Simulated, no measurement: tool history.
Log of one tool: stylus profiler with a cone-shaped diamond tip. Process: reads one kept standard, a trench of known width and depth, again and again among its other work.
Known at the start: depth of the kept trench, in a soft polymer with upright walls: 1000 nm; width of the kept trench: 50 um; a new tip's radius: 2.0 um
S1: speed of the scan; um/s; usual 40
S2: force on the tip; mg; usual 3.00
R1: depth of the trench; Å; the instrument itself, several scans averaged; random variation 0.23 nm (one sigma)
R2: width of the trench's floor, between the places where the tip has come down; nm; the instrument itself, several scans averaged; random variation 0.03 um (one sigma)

run   hour   S1    S2       R1     R2
  1    0.0   40  3.00  10164.1  46430
  2   15.9   58  3.00  10167.4  46380
  3   29.5   58  3.00  10169.7  46380
  4   42.1   40  2.46  10148.3  46410
  5   55.4   40  2.46  10147.5  46360
  6   73.7   40  2.46  10149.8  46420
  7   83.4   40  3.00  10169.6  46380
  8   92.7   40  3.00  10164.9  46390
  9  111.7   16  3.00  10167.7  46500
 10  123.2   16  3.00  10169.1  46430
 11  135.8   16  3.00  10168.1  46450
 12  151.7   28  3.00  10165.9  46450
 13  164.9   40  3.00  10167.6  46380
 14  181.6  157  3.00  10168.1  46040
 15  201.0  157  3.00  10168.8  46080
 16  215.2  157  3.00  10166.1  46080
 17  226.8  157  3.00  10170.8  46090
 18  239.1  157  3.00  10165.9  46070
 19  248.6  157  3.00  10168.6  46070
 20  269.8  157  3.00  10170.2  46050
 21  284.0   40  5.38  10251.0  46450
 22  304.4  110  3.00  10166.3  46210
 23  320.7  110  3.00  10169.8  46260
 24  334.2   13  4.14  10204.8  46520
 25  345.7   16  2.61  10154.3  46530
 26  356.5   76  8.71  10340.5  46380
 27  366.0   19  1.01  10080.4  46430
 28  381.7   18  3.98  10202.8  46500
 29  401.4   24  1.74  10114.2  46520
 30  410.3   25  1.41  10103.2  46430
 31  428.3   96  3.88  10196.7  46290
 32  449.4   28  3.00  10167.6  46420
 33  469.7   28  3.00  10167.5  46440
 34  480.2   28  3.00  10167.0  46440
 35  500.2   81  4.10  10206.3  46350
 36  516.4  101  2.61  10149.4  46210
 37  525.4  101  2.61  10155.8  46190
 38  542.2  101  2.61  10148.9  46240
 39  559.9   24  3.51  10182.5  46440
 40  572.9   19  1.86  10123.3  46460
 41  588.6   56  2.96  10166.5  46410
 42  600.1   11  2.40  10141.4  46470
 43  612.1   11  2.40  10146.4  46550
 44  629.8  148  2.69  10155.1  46050
 45  648.3  148  2.69  10151.6  46120

3 ways to go on from here, each from the tool as it stands after run 45. What would each give?
  A  665.0   28  8.08   ?   ?
  B  665.0  131  3.87   ?   ?
  C  665.0  149  2.69   ?   ?

run       R1     R2
  A  10326.9  46510
  B  10198.3  46170
  C  10151.5  46110
Without the tool's hidden state the same runs would have given:
run       R1     R2
  A  10326.7  46520
  B  10198.1  46170
  C  10151.3  46120
